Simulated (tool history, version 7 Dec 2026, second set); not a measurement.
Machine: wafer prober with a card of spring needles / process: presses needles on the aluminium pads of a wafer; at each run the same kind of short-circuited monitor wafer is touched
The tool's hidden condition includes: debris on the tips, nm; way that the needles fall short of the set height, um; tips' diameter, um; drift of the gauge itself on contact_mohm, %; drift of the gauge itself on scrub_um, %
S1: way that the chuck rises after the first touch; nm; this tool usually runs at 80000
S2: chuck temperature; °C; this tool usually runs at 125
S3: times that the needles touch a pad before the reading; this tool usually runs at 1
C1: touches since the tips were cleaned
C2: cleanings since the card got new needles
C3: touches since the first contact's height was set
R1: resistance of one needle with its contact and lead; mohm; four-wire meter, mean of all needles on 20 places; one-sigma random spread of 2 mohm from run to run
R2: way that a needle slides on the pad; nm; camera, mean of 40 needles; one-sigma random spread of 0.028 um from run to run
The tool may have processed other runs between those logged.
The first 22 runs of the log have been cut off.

run	day	S1	S2	S3	C1	C2	C3	R1	R2
# day 8.008: tips cleaned on abrasive film
# day 8.288: tips cleaned on abrasive film
23	8.288	85000	83	2	0	96	41030	208	19860
24	8.504	85000	83	2	3114	96	44144	225	19880
# day 8.592: tips cleaned on abrasive film
25	8.800	91000	94	2	3012	97	48320	225	21230
# day 8.871: tips cleaned on abrasive film
26	9.133	91000	94	2	3802	98	53064	229	21200
# day 9.167: tips cleaned on abrasive film
# day 9.442: tips cleaned on abrasive film
27	9.638	80000	45	2	2768	100	60137	220	18550
# day 9.725: tips cleaned on abrasive film
28	9.850	80000	45	1	1785	101	63138	227	18530
# day 10.000: tips cleaned on abrasive film
# day 10.292: tips cleaned on abrasive film
29	10.338	69000	31	1	651	103	70007	211	15920
# day 10.604: tips cleaned on abrasive film
30	10.700	77000	123	2	1413	104	75150	231	17790
# day 10.904: tips cleaned on abrasive film
31	11.083	81000	125	1	2561	105	80562	239	18690
# day 11.208: tips cleaned on abrasive film
32	11.338	98000	57	2	1864	106	84147	211	22710
# day 11.500: tips cleaned on abrasive film
# day 11.629: height of the first contact set anew
33	11.667	80000	39	1	2193	107	539	229	18830

3 ways to go on from here, each from the tool as it stands after run 33. What would each give?
# day 11.788: tips cleaned on abrasive film
A	12.012	70000	125	1	3216	108	5413	?	?
# day 11.788: tips cleaned on abrasive film
B	12.012	65000	43	2	3216	108	5413	?	?
# day 11.788: tips cleaned on abrasive film
C	12.012	84000	46	3	3216	108	5413	?	?

run	R1	R2
A	261	16480
B	230	15310
C	214	19820
With the hidden condition removed and each run's random variation left untouched, the same runs would have given:
run	R1	R2
A	220	16500
B	198	15340
C	200	19840

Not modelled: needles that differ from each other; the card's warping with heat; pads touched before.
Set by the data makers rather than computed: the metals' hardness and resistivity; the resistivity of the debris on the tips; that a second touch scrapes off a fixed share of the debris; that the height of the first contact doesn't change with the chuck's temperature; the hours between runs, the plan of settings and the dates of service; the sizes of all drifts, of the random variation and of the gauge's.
